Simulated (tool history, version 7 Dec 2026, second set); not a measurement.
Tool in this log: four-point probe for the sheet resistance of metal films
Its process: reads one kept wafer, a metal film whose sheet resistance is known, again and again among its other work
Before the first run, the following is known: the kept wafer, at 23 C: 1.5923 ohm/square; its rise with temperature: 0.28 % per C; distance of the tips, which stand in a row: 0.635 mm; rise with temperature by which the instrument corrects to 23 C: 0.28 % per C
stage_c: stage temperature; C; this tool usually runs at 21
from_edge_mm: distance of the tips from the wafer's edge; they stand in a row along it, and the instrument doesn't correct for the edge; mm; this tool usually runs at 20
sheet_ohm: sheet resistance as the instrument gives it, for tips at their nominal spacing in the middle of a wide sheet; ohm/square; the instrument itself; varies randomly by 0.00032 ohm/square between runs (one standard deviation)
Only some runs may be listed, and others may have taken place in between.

| run | hour | stage_c | from_edge_mm | sheet_ohm |
|---|---|---|---|---|
| 1 | 0 | 21 | 20 | 1.584695 |
| 2 | 21.5 | 21 | 20 | 1.584004 |
| 3 | 52.6 | 21 | 4 | 1.604833 |
| 4 | 75 | 27 | 20 | 1.584033 |
| 5 | 91.5 | 27 | 20 | 1.583687 |
| 6 | 107.2 | 27 | 20 | 1.583583 |
| 7 | 141.6 | 27 | 20 | 1.583683 |
| 8 | 169.1 | 27 | 20 | 1.583976 |
| 9 | 204.8 | 21 | 20 | 1.583929 |
| 10 | 241.5 | 21 | 20 | 1.583839 |
| 11 | 273.3 | 21 | 20 | 1.584112 |
| 12 | 294 | 21 | 16 | 1.583967 |
| 13 | 324.9 | 21 | 16 | 1.583996 |
| 14 | 346.3 | 21 | 16 | 1.584383 |
|  | 349.5 | stage's thermometer calibrated |
| 15 | 374 | 21 | 16 | 1.583884 |
| 16 | 399.9 | 21 | 16 | 1.58441 |
| 17 | 424.3 | 34 | 10 | 1.585833 |
| 18 | 439.4 | 21 | 42 | 1.582739 |
| 19 | 456.4 | 21 | 42 | 1.583101 |
| 20 | 479.5 | 26 | 5 | 1.596273 |
| 21 | 499.7 | 23 | 19 | 1.583567 |
|  | 522 | stage's thermometer calibrated, once more |
| 22 | 525.7 | 23 | 37 | 1.580589 |
| 23 | 559.2 | 24 | 4 | 1.600435 |
| 24 | 591.9 | 24 | 4 | 1.600488 |
| 25 | 626.9 | 23 | 7 | 1.586097 |
| 26 | 657 | 23 | 7 | 1.586746 |

Branching from run 26: 4 alternative next runs. What would each branch give?
| A | 686 | 32 | 3 | ? |
| B | 686 | 19 | 11 | ? |
| C | 686 | 24 | 13 | ? |
| D | 686 | 28 | 42 | ? |

| run | sheet_ohm |
|---|---|
| A | 1.616785 |
| B | 1.581421 |
| C | 1.581049 |
| D | 1.579528 |
Without the tool's hidden state the same runs would have given:
| run | sheet_ohm |
|---|---|
| A | 1.630181 |
| B | 1.594551 |
| C | 1.594175 |
| D | 1.592641 |
